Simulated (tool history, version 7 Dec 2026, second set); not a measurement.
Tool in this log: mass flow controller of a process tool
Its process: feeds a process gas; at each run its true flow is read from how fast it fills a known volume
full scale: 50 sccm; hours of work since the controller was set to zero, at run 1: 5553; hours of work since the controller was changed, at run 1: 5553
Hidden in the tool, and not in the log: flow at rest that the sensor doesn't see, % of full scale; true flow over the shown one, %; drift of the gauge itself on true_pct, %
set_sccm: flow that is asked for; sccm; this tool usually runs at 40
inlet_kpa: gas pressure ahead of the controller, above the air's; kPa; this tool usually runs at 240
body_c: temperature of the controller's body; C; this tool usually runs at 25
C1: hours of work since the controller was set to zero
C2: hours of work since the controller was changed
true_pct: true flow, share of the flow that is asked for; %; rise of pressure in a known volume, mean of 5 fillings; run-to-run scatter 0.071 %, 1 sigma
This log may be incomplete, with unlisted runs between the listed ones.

{"run": 1, "hour": 0.0, "set_sccm": 40, "inlet_kpa": 240, "body_c": 25, "C1": 5553, "C2": 5553, "true_pct": 99.66}
{"run": 2, "hour": 147.1, "set_sccm": 40, "inlet_kpa": 240, "body_c": 25, "C1": 5658, "C2": 5658, "true_pct": 99.5}
{"run": 3, "hour": 279.4, "set_sccm": 40, "inlet_kpa": 240, "body_c": 25, "C1": 5753, "C2": 5753, "true_pct": 99.55}
{"run": 4, "hour": 425.4, "set_sccm": 40, "inlet_kpa": 240, "body_c": 31, "C1": 5857, "C2": 5857, "true_pct": 99.26}
{"run": 5, "hour": 520.0, "set_sccm": 40, "inlet_kpa": 240, "body_c": 31, "C1": 5924, "C2": 5924, "true_pct": 99.3}
{"run": 6, "hour": 605.6, "set_sccm": 40, "inlet_kpa": 240, "body_c": 31, "C1": 5985, "C2": 5985, "true_pct": 99.31}
{"hour": 709.9, "done": "controller exchanged for a calibrated one"}
{"run": 7, "hour": 709.9, "set_sccm": 28, "inlet_kpa": 240, "body_c": 25, "C1": 0, "C2": 0, "true_pct": 99.13}
{"run": 8, "hour": 889.9, "set_sccm": 17, "inlet_kpa": 168, "body_c": 30, "C1": 128, "C2": 128, "true_pct": 98.08}
{"run": 9, "hour": 1062.9, "set_sccm": 17, "inlet_kpa": 158, "body_c": 38, "C1": 252, "C2": 252, "true_pct": 97.68}
{"run": 10, "hour": 1138.9, "set_sccm": 17, "inlet_kpa": 158, "body_c": 38, "C1": 306, "C2": 306, "true_pct": 97.65}
{"run": 11, "hour": 1258.9, "set_sccm": 9, "inlet_kpa": 177, "body_c": 31, "C1": 392, "C2": 392, "true_pct": 97.6}
{"run": 12, "hour": 1378.4, "set_sccm": 7, "inlet_kpa": 240, "body_c": 22, "C1": 477, "C2": 477, "true_pct": 98.16}
{"run": 13, "hour": 1468.4, "set_sccm": 10, "inlet_kpa": 240, "body_c": 26, "C1": 541, "C2": 541, "true_pct": 97.94}

Alternative continuations, all from the tool just after run 13; predict every row:
{"run": "A", "hour": 1643.4, "set_sccm": 40, "inlet_kpa": 189, "body_c": 25, "C1": 666, "C2": 666, "true_pct": "?"}
{"run": "B", "hour": 1643.4, "set_sccm": 8, "inlet_kpa": 170, "body_c": 25, "C1": 666, "C2": 666, "true_pct": "?"}
{"run": "C", "hour": 1643.4, "set_sccm": 27, "inlet_kpa": 179, "body_c": 30, "C1": 666, "C2": 666, "true_pct": "?"}

run=A true_pct=99.37
run=B true_pct=97.93
run=C true_pct=98.63
Stripped of hidden state, with their random variation kept, the same runs would have yielded:
run=A true_pct=99.37
run=B true_pct=97.93
run=C true_pct=98.63

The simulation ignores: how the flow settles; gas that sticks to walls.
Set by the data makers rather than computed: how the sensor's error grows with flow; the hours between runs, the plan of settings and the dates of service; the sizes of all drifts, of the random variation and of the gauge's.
